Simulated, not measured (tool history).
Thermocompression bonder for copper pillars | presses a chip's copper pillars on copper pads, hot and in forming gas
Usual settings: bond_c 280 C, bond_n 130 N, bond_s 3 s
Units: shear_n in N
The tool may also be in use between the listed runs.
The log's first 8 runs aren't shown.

run,hour,bond_c,bond_n,bond_s,shear_n
9,120.7,280,130,3,37.2
10,132.1,280,130,3,36.3
11,146.7,280,130,3,36.6
12,155.8,280,130,3,36.5
13,171.3,291,130,3,41.1
# hour 174.7: force cell calibrated
14,191.1,291,130,3,40.4
15,202,280,130,2,30.3
# hour 205.4: forming gas filter changed
16,221.3,299,130,3,46.8
17,234.6,300,178,3,60.9
18,247.1,280,127,3,36.2
19,259.2,280,127,3,36.1
20,274.9,274,189,3,47.6
# hour 284.2: force cell calibrated, once more
21,290.8,274,189,3,47
22,302.9,274,181,3,45.6
23,321.8,274,181,3,44
24,336.3,298,130,2,37.3
# hour 338.4: forming gas filter changed
25,348.5,298,130,2,39.5
26,366.4,250,116,3,22
27,380.6,250,116,3,20.9
28,390.7,294,101,5,41.3
29,402.7,291,141,7,57.5
30,422.3,253,105,7,28.2
31,432.5,262,174,4,41.8
32,448.9,262,174,6,46.9

3 ways to go on from here, each from the tool as it stands after run 32. What would each give?
A,460,287,130,2,?
B,460,280,130,3,?
C,460,264,174,5,?

run,shear_n
A,32.6
B,35.4
C,45.5
Without the tool's hidden state the same runs would have given:
run,shear_n
A,35.2
B,38.2
C,49.2
